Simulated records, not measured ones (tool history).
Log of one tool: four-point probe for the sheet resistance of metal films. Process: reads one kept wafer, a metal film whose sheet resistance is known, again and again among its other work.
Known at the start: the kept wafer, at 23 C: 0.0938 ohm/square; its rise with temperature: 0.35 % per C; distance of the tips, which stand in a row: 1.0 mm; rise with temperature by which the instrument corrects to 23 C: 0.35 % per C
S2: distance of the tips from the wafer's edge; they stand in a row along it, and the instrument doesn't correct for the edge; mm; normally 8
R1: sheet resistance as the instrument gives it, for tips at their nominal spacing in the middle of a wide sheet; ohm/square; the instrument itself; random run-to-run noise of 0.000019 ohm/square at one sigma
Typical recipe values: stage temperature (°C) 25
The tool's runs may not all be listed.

Run 1, hour 0: usual settings. Result: R1 0.094605 ohm/square.
Run 2, hour 53: usual settings. Result: R1 0.094572 ohm/square.
Run 3, hour 82.7: usual settings but S2 71 mm. Result: R1 0.093832 ohm/square.
Run 4, hour 107.6: usual settings but S2 71 mm. Result: R1 0.093808 ohm/square.
Run 5, hour 159.5: usual settings. Result: R1 0.094565 ohm/square.
Run 6, hour 213.3: usual settings. Result: R1 0.094606 ohm/square.
Run 7, hour 248.3: usual settings. Result: R1 0.094625 ohm/square.
Run 8, hour 300.2: usual settings. Result: R1 0.094571 ohm/square.
Run 9, hour 349.9: usual settings. Result: R1 0.094606 ohm/square.
Run 10, hour 381.9: usual settings. Result: R1 0.094591 ohm/square.
Run 11, hour 411.2: usual settings. Result: R1 0.094595 ohm/square.
Run 12, hour 459.5: usual settings. Result: R1 0.094597 ohm/square.
Run 13, hour 515.4: usual settings but stage temperature (°C) 31, S2 9 mm. Result: R1 0.094446 ohm/square.
Run 14, hour 572.7: usual settings but stage temperature (°C) 31, S2 9 mm. Result: R1 0.094398 ohm/square.
Run 15, hour 619.3: usual settings but stage temperature (°C) 31, S2 9 mm. Result: R1 0.094439 ohm/square.
Run 16, hour 662.7: usual settings but stage temperature (°C) 31, S2 3 mm. Result: R1 0.099096 ohm/square.
Run 17, hour 718.3: usual settings but stage temperature (°C) 28, S2 4 mm. Result: R1 0.096871 ohm/square.
Run 18, hour 759.9: usual settings but stage temperature (°C) 28, S2 4 mm. Result: R1 0.096854 ohm/square.
Run 19, hour 787.3: usual settings but S2 39 mm. Result: R1 0.093857 ohm/square.
Run 20, hour 846.8: usual settings but S2 39 mm. Result: R1 0.093831 ohm/square.
Run 21, hour 890.3: usual settings but stage temperature (°C) 31, S2 13 mm. Result: R1 0.094155 ohm/square.
Run 22, hour 923.2: usual settings but stage temperature (°C) 33, S2 5 mm. Result: R1 0.095759 ohm/square.
Run 23, hour 968.4: usual settings but stage temperature (°C) 19, S2 4 mm. Result: R1 0.096874 ohm/square.
Run 24, hour 1016.7: usual settings but stage temperature (°C) 23, S2 43 mm. Result: R1 0.093856 ohm/square.

Predict each of these 4 candidate next runs independently; none follows another, all start after run 24:
Run A, hour 1042.7: usual settings but S2 54 mm. Result: R1 ?.
Run B, hour 1042.7: usual settings but S2 38 mm. Result: R1 ?.
Run C, hour 1042.7: usual settings but stage temperature (°C) 24, S2 51 mm. Result: R1 ?.
Run D, hour 1042.7: usual settings but S2 32 mm. Result: R1 ?.

run        R1
  A  0.093808
  B  0.093845
  C  0.093787
  D  0.093835
The same runs, with their run-to-run variation unchanged, on a tool lacking any hidden condition would have given:
run        R1
  A   0.09381
  B  0.093847
  C  0.093789
  D  0.093837
